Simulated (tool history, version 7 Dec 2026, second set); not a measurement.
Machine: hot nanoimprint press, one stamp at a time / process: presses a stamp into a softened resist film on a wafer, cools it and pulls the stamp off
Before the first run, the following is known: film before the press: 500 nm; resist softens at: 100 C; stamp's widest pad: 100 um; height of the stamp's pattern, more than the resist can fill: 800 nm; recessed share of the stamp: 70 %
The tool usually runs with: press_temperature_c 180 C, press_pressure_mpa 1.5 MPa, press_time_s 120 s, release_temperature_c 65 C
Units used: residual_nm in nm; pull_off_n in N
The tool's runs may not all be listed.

Run 1, day 0: usual settings. Result: residual_nm 196.9 nm, pull_off_n 158 N.
Run 2, day 0.871: usual settings. Result: residual_nm 197.5 nm, pull_off_n 159 N.
Run 3, day 1.829: usual settings but release_temperature_c 71 C. Result: residual_nm 197.6 nm, pull_off_n 153 N.
Run 4, day 2.467: usual settings but release_temperature_c 71 C. Result: residual_nm 196.3 nm, pull_off_n 155 N.
Run 5, day 3.75: usual settings but release_temperature_c 71 C. Result: residual_nm 197 nm, pull_off_n 151 N.
At day 4.612: stamp cleaned and given a new release coat.
Run 6, day 4.842: usual settings but press_time_s 62 s. Result: residual_nm 253 nm, pull_off_n 163 N.
Run 7, day 5.971: usual settings but press_time_s 62 s. Result: residual_nm 252.6 nm, pull_off_n 165 N.
Run 8, day 6.679: usual settings but press_time_s 162 s. Result: residual_nm 173.7 nm, pull_off_n 159 N.
Run 9, day 7.425: usual settings but press_time_s 162 s. Result: residual_nm 173 nm, pull_off_n 159 N.
Run 10, day 8.804: usual settings but press_time_s 162 s. Result: residual_nm 173.4 nm, pull_off_n 161 N.
Run 11, day 10.142: usual settings but press_time_s 162 s, release_temperature_c 63 C. Result: residual_nm 171.7 nm, pull_off_n 157 N.
Run 12, day 11.408: usual settings but press_time_s 162 s, release_temperature_c 63 C. Result: residual_nm 173 nm, pull_off_n 163 N.
Run 13, day 12.492: usual settings but press_time_s 162 s, release_temperature_c 63 C. Result: residual_nm 171.3 nm, pull_off_n 166 N.
Run 14, day 13.171: usual settings but release_temperature_c 55 C. Result: residual_nm 194.7 nm, pull_off_n 168 N.
At day 13.721: gauge calibrated.
Run 15, day 13.917: usual settings but press_time_s 86 s. Result: residual_nm 223.5 nm, pull_off_n 162 N.
Run 16, day 14.483: usual settings but press_temperature_c 188 C, press_time_s 107 s, release_temperature_c 58 C. Result: residual_nm 169.8 nm, pull_off_n 166 N.
At day 14.696: plate thermocouple calibrated.
At day 15.246: press's hydraulic seals changed and the load cell set to zero.
Run 17, day 16.183: usual settings but press_temperature_c 188 C, release_temperature_c 56 C. Result: residual_nm 162 nm, pull_off_n 164 N.
Run 18, day 16.783: usual settings but press_temperature_c 178 C, press_pressure_mpa 1.1 MPa, press_time_s 207 s, release_temperature_c 63 C. Result: residual_nm 192.1 nm, pull_off_n 159 N.
Run 19, day 17.392: usual settings but press_temperature_c 191 C, press_pressure_mpa 1.75 MPa, press_time_s 87 s, release_temperature_c 62 C. Result: residual_nm 159.1 nm, pull_off_n 161 N.
Run 20, day 18.562: usual settings but press_temperature_c 182 C, release_temperature_c 60 C. Result: residual_nm 187.1 nm, pull_off_n 161 N.
Run 21, day 19.479: usual settings but press_pressure_mpa 1.95 MPa. Result: residual_nm 172.8 nm, pull_off_n 159 N.
Run 22, day 20.679: usual settings but press_temperature_c 172 C, press_pressure_mpa 1.6 MPa, press_time_s 106 s, release_temperature_c 72 C. Result: residual_nm 245.9 nm, pull_off_n 156 N.
Run 23, day 21.462: usual settings but press_temperature_c 177 C, press_pressure_mpa 1.96 MPa, press_time_s 197 s, release_temperature_c 52 C. Result: residual_nm 151.9 nm, pull_off_n 174 N.
Run 24, day 22.175: usual settings but press_temperature_c 177 C, press_pressure_mpa 1.96 MPa, press_time_s 197 s, release_temperature_c 52 C. Result: residual_nm 152.2 nm, pull_off_n 171 N.
Run 25, day 23.538: usual settings but press_temperature_c 171 C, press_pressure_mpa 1.96 MPa, press_time_s 197 s, release_temperature_c 52 C. Result: residual_nm 179.9 nm, pull_off_n 172 N.
Run 26, day 24.342: usual settings but press_temperature_c 181 C, press_pressure_mpa 1.21 MPa, press_time_s 74 s, release_temperature_c 54 C. Result: residual_nm 251.3 nm, pull_off_n 170 N.
Run 27, day 25.071: usual settings but press_temperature_c 181 C, press_pressure_mpa 1.21 MPa, press_time_s 74 s, release_temperature_c 54 C. Result: residual_nm 250.8 nm, pull_off_n 169 N.
Run 28, day 25.958: usual settings but press_temperature_c 181 C, press_pressure_mpa 1.33 MPa, press_time_s 75 s, release_temperature_c 54 C. Result: residual_nm 240.2 nm, pull_off_n 175 N.
Run 29, day 27.229: usual settings but press_pressure_mpa 1.23 MPa, press_time_s 209 s, release_temperature_c 55 C. Result: residual_nm 169.3 nm, pull_off_n 166 N.

What if the next run were any one of these 5? Each begins from the tool's condition after run 29:
Run A, day 28.033: usual settings but press_pressure_mpa 2.02 MPa, press_time_s 100 s, release_temperature_c 55 C. Result: residual_nm ?, pull_off_n ?.
Run B, day 28.033: usual settings but press_pressure_mpa 1.34 MPa, press_time_s 139 s, release_temperature_c 71 C. Result: residual_nm ?, pull_off_n ?.
Run C, day 28.033: usual settings but press_pressure_mpa 2.31 MPa, press_time_s 209 s, release_temperature_c 55 C. Result: residual_nm ?, pull_off_n ?.
Run D, day 28.033: usual settings but press_time_s 239 s, release_temperature_c 59 C. Result: residual_nm ?, pull_off_n ?.
Run E, day 28.033: usual settings but press_pressure_mpa 1.23 MPa, press_time_s 69 s, release_temperature_c 55 C. Result: residual_nm ?, pull_off_n ?.

run  residual_nm  pull_off_n
  A        181.6         174
  B        192.9         150
  C        123.8         171
  D        145.8         166
  E          260         168
With no hidden state in the tool, these same runs would have given:
run  residual_nm  pull_off_n
  A        184.8         173
  B        196.3         149
  C          126         170
  D        148.4         165
  E        264.6         167

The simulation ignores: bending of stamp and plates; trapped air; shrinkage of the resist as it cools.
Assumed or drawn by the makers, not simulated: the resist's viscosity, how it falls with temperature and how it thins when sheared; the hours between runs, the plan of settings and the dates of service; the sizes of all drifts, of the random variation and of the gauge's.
